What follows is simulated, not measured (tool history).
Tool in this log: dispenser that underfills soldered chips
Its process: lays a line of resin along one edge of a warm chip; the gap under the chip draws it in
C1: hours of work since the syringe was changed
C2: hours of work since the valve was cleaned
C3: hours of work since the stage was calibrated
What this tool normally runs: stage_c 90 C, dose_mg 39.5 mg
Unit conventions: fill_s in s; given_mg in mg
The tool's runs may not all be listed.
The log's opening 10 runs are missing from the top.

-- day=1.662 new syringe of resin
run 11 day=1.754 | stage_c=94 dose_mg=39.5 | C1=1 C2=14 C3=50 | fill_s=115.5 given_mg=39.27
run 12 day=1.912 | stage_c=94 dose_mg=39.5 | C1=4 C2=16 C3=52 | fill_s=146.7 given_mg=39.26
-- day=2.117 new syringe of resin
run 13 day=2.188 | stage_c=94 dose_mg=40.5 | C1=1 C2=20 C3=57 | fill_s=113.8 given_mg=40.16
run 14 day=2.358 | stage_c=94 dose_mg=40.5 | C1=4 C2=23 C3=59 | fill_s=140.6 given_mg=40.05
-- day=2.558 new syringe of resin
run 15 day=2.558 | stage_c=103 dose_mg=39.5 | C1=0 C2=26 C3=62 | fill_s=84.2 given_mg=39.01
run 16 day=2.833 | stage_c=103 dose_mg=37.0 | C1=4 C2=31 C3=67 | fill_s=123.7 given_mg=36.42
-- day=3.008 new syringe of resin
run 17 day=3.054 | stage_c=87 dose_mg=39.5 | C1=1 C2=34 C3=70 | fill_s=131.5 given_mg=38.85
run 18 day=3.312 | stage_c=91 dose_mg=34.2 | C1=5 C2=38 C3=74 | fill_s=173.4 given_mg=33.58
-- day=3.450 new syringe of resin
-- day=3.608 dispensing valve cleaned and set on the balance
run 19 day=3.608 | stage_c=99 dose_mg=33.7 | C1=2 C2=0 C3=78 | fill_s=112.4 given_mg=33.74
run 20 day=3.829 | stage_c=99 dose_mg=33.7 | C1=5 C2=4 C3=82 | fill_s=150.3 given_mg=33.66
-- day=3.933 new syringe of resin
run 21 day=3.958 | stage_c=84 dose_mg=44.7 | C1=0 C2=5 C3=84 | fill_s=136.4 given_mg=44.50

For run 22, what comes out?
run 22 day=4.075 | stage_c=83 dose_mg=36.6 | C1=2 C2=7 C3=85 | fill_s=? given_mg=?

Logged for run 22: fill_s 171.4 s, given_mg 36.48 mg.
Without the tool's hidden state the same run would have given fill_s 142.6 s, given_mg 36.63 mg.

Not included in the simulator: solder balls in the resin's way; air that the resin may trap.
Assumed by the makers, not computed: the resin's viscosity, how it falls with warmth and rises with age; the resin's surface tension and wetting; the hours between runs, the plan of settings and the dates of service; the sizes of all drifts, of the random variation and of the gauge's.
